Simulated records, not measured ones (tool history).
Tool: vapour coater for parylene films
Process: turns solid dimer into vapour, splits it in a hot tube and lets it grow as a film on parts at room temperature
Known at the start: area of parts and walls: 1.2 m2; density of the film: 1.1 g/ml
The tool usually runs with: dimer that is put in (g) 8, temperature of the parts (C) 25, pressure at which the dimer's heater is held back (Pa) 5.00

run,day,dimer that is put in (g),temperature of the parts (C),pressure at which the dimer's heater is held back (Pa),thickness of the film (µm)
1,0.000,8,25,5.00,4.01
2,0.296,8,25,5.00,4.01
3,0.583,8,25,5.00,4.04
4,1.171,9,25,5.00,4.55
5,1.521,9,25,5.00,4.50
6,1.817,9,25,5.00,4.51
7,2.279,8,25,5.00,3.95
8,2.946,4,22,4.10,2.30
9,3.508,4,21,5.33,2.27
10,3.942,8,25,3.34,4.20
11,4.367,13,22,3.56,7.60
12,5.029,13,22,3.56,7.55
13,5.688,13,21,4.67,7.50
14,6.283,13,21,4.67,7.50

A few steps of thickness of the film (µm) between consecutive runs. Split each: what settings, incoming material and random variation would produce without the hidden state, and what is left over for the hidden state, along with gauge scatter present in only one of the two compared results (measured, and without hidden state):
Unlogged tool condition in this case: vapour lost through the trap's worn valve, %; true temperature of the parts over the reading, C; drift of the gauge itself on film_um, %.
Run 10 -> 11: dimer that is put in (g) 8 -> 13, temperature of the parts (C) 25 -> 22, pressure at which the dimer's heater is held back (Pa) 3.34 -> 3.56. thickness of the film (µm) +3.40: hidden state -0.05, all else +3.45.
